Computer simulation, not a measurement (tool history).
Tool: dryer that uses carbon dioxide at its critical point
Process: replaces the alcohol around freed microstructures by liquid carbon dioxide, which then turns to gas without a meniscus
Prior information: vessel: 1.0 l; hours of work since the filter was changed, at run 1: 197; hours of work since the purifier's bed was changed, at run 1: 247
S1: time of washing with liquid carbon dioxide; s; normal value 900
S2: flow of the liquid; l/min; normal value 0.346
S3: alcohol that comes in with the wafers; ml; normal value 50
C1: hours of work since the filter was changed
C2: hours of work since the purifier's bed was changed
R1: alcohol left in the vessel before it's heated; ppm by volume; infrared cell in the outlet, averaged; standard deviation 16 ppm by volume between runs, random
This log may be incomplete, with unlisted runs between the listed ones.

run,day,S1,S2,S3,C1,C2,R1
1,0.000,900,0.346,50,197,247,1388
2,0.338,900,0.346,57,200,250,1639
3,0.621,900,0.346,55,203,253,1542
4,1.125,900,0.346,50,208,258,1447
5,1.662,900,0.346,50,213,263,1419
6,2.108,900,0.346,50,217,267,1493
7,2.546,900,0.346,50,222,272,1480
8,3.083,900,0.346,50,227,277,1498
9,3.408,900,0.346,50,230,280,1458
10,4.042,900,0.346,50,236,286,1471
11,4.662,900,0.346,50,243,293,1508
12,5.238,900,0.346,50,248,298,1563
13,5.608,900,0.567,119,252,302,464
14,6.108,900,0.567,119,257,307,472

For run 15, what comes out?
15,6.446,540,0.280,50,260,310,?

Run 15 gave R1 9340 ppm by volume.
With no hidden state in the tool, this same run would have given R1 7480 ppm by volume.
